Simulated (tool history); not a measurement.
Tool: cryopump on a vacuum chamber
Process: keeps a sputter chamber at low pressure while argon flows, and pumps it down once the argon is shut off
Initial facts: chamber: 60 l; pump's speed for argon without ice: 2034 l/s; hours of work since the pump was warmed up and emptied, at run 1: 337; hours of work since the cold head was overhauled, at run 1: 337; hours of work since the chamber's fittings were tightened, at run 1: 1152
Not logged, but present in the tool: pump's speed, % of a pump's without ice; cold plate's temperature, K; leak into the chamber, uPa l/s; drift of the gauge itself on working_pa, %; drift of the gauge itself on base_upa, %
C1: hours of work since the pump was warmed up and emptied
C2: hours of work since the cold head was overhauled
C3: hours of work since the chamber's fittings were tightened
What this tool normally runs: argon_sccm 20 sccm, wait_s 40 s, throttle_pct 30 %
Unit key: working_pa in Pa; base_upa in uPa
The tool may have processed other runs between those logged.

Run 1, hour 0.0: usual settings; C1 337; C2 337; C3 1152. Result: working_pa 0.0569 Pa, base_upa 1.29 uPa.
Run 2, hour 8.5: usual settings; C1 341; C2 341; C3 1156. Result: working_pa 0.0574 Pa, base_upa 1.35 uPa.
Run 3, hour 20.6: usual settings but wait_s 71 s; C1 347; C2 347; C3 1162. Result: working_pa 0.0571 Pa, base_upa 1.09 uPa.
Run 4, hour 27.5: usual settings; C1 351; C2 351; C3 1165. Result: working_pa 0.0566 Pa, base_upa 1.39 uPa.
Run 5, hour 43.4: usual settings; C1 359; C2 359; C3 1173. Result: working_pa 0.0575 Pa, base_upa 1.36 uPa.
Run 6, hour 57.9: usual settings but throttle_pct 41 %; C1 366; C2 366; C3 1180. Result: working_pa 0.0424 Pa, base_upa 1.36 uPa.
Run 7, hour 74.2: usual settings; C1 374; C2 374; C3 1188. Result: working_pa 0.0567 Pa, base_upa 1.33 uPa.
Run 8, hour 84.3: usual settings; C1 379; C2 379; C3 1193. Result: working_pa 0.0570 Pa, base_upa 1.38 uPa.
Run 9, hour 95.0: usual settings; C1 384; C2 384; C3 1198. Result: working_pa 0.0574 Pa, base_upa 1.33 uPa.
Run 10, hour 110.6: usual settings; C1 392; C2 392; C3 1206. Result: working_pa 0.0570 Pa, base_upa 1.36 uPa.
Run 11, hour 126.6: usual settings; C1 400; C2 400; C3 1214. Result: working_pa 0.0577 Pa, base_upa 1.34 uPa.
Run 12, hour 136.0: usual settings but throttle_pct 50 %; C1 404; C2 404; C3 1219. Result: working_pa 0.0349 Pa, base_upa 1.38 uPa.
Run 13, hour 152.0: usual settings but argon_sccm 16 sccm; C1 412; C2 412; C3 1227. Result: working_pa 0.0464 Pa, base_upa 1.37 uPa.
Run 14, hour 160.8: usual settings but argon_sccm 17 sccm, wait_s 24 s; C1 416; C2 416; C3 1231. Result: working_pa 0.0497 Pa, base_upa 1.82 uPa.
Run 15, hour 169.8: usual settings but wait_s 57 s, throttle_pct 27 %; C1 421; C2 421; C3 1235. Result: working_pa 0.0640 Pa, base_upa 1.14 uPa.
Run 16, hour 180.1: usual settings but argon_sccm 13 sccm, wait_s 80 s, throttle_pct 40 %; C1 426; C2 426; C3 1240. Result: working_pa 0.0289 Pa, base_upa 1.04 uPa.
Run 17, hour 189.1: usual settings but argon_sccm 13 sccm, wait_s 80 s, throttle_pct 40 %; C1 430; C2 430; C3 1245. Result: working_pa 0.0289 Pa, base_upa 1.11 uPa.
Run 18, hour 205.9: usual settings but argon_sccm 24 sccm, wait_s 76 s, throttle_pct 55 %; C1 439; C2 439; C3 1253. Result: working_pa 0.0392 Pa, base_upa 1.08 uPa.
Run 19, hour 221.4: usual settings but argon_sccm 13 sccm, wait_s 22 s; C1 446; C2 446; C3 1261. Result: working_pa 0.0383 Pa, base_upa 1.96 uPa.
Run 20, hour 233.1: usual settings but argon_sccm 31 sccm, wait_s 134 s, throttle_pct 28 %; C1 452; C2 452; C3 1267. Result: working_pa 0.0958 Pa, base_upa 0.95 uPa.
Run 21, hour 249.9: usual settings but argon_sccm 9 sccm, wait_s 150 s, throttle_pct 53 %; C1 460; C2 460; C3 1275. Result: working_pa 0.0145 Pa, base_upa 0.88 uPa.
Run 22, hour 261.2: usual settings but throttle_pct 22 %; C1 466; C2 466; C3 1280. Result: working_pa 0.0784 Pa, base_upa 1.42 uPa.
Run 23, hour 269.9: usual settings but argon_sccm 33 sccm; C1 470; C2 470; C3 1285. Result: working_pa 0.0963 Pa, base_upa 1.43 uPa.
Run 24, hour 277.6: usual settings but argon_sccm 25 sccm, wait_s 91 s; C1 474; C2 474; C3 1288. Result: working_pa 0.0731 Pa, base_upa 1.05 uPa.
Run 25, hour 289.5: usual settings but argon_sccm 15 sccm, wait_s 54 s, throttle_pct 19 %; C1 480; C2 480; C3 1294. Result: working_pa 0.0687 Pa, base_upa 1.21 uPa.

Below are 5 alternative next runs, each starting from the tool's condition after run 25. Predict each:
Run A, hour 303.7: usual settings but argon_sccm 17 sccm, throttle_pct 27 %; C1 487; C2 487; C3 1301. Result: working_pa ?, base_upa ?.
Run B, hour 303.7: usual settings but argon_sccm 18 sccm; C1 487; C2 487; C3 1301. Result: working_pa ?, base_upa ?.
Run C, hour 303.7: usual settings but argon_sccm 11 sccm, throttle_pct 41 %; C1 487; C2 487; C3 1301. Result: working_pa ?, base_upa ?.
Run D, hour 303.7: usual settings but argon_sccm 9 sccm, wait_s 52 s, throttle_pct 54 %; C1 487; C2 487; C3 1301. Result: working_pa ?, base_upa ?.
Run E, hour 303.7: usual settings but argon_sccm 9 sccm, wait_s 54 s, throttle_pct 41 %; C1 487; C2 487; C3 1301. Result: working_pa ?, base_upa ?.

run  working_pa  base_upa
  A      0.0540      1.43
  B      0.0520      1.42
  C      0.0238      1.41
  D      0.0151      1.25
  E      0.0193      1.27
Had the tool no hidden state, the same runs would have come out as:
run  working_pa  base_upa
  A      0.0515      0.79
  B      0.0494      0.78
  C      0.0222      0.78
  D      0.0138      0.63
  E      0.0180      0.63
